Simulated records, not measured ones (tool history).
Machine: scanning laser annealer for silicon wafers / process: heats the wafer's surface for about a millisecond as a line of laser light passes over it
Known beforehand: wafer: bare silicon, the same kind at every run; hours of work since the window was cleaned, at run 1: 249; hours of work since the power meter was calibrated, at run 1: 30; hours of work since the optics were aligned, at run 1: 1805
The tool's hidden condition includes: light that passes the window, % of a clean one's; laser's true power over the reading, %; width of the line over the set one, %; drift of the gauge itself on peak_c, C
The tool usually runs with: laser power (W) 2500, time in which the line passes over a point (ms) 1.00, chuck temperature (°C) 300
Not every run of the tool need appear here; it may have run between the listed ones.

| run | day | laser power (W) | time in which the line passes over a point (ms) | chuck temperature (°C) | hours of work since the window was cleaned | hours of work since the power meter was calibrated | hours of work since the optics were aligned | highest temperature of the surface (°C) |
|---|---|---|---|---|---|---|---|---|
| 1 | 0.000 | 2500 | 1.00 | 300 | 249 | 30 | 1805 | 1021 |
| 2 | 0.262 | 2500 | 1.00 | 300 | 253 | 35 | 1809 | 1019 |
| 3 | 0.550 | 2500 | 1.00 | 300 | 258 | 40 | 1814 | 1019 |
| 4 | 1.121 | 2500 | 0.76 | 300 | 267 | 49 | 1824 | 927 |
| 5 | 1.546 | 2500 | 0.76 | 300 | 274 | 56 | 1831 | 927 |
| 6 | 1.917 | 2714 | 0.76 | 300 | 281 | 62 | 1837 | 993 |
| 7 | 2.479 | 2714 | 0.76 | 300 | 290 | 72 | 1846 | 992 |
| 8 | 2.738 | 2714 | 0.76 | 300 | 294 | 76 | 1850 | 991 |
| 9 | 3.162 | 2714 | 1.01 | 300 | 301 | 83 | 1858 | 1100 |
| 10 | 3.483 | 2714 | 0.81 | 300 | 307 | 88 | 1863 | 1017 |
| 11 | 3.746 | 2714 | 0.81 | 300 | 311 | 92 | 1867 | 1016 |
| 12 | 4.300 | 2500 | 1.00 | 300 | 320 | 102 | 1876 | 1022 |
| 13 | 4.650 | 2500 | 1.00 | 272 | 326 | 108 | 1882 | 997 |

Run 14 is up next; what results do you expect?
| 14 | 4.971 | 2704 | 0.71 | 271 | 331 | 113 | 1887 | ? |

{"run 14": {"highest temperature of the surface (°C)": 938}}
Had the tool carried no hidden state, the very same run would have given highest temperature of the surface (°C) 939.
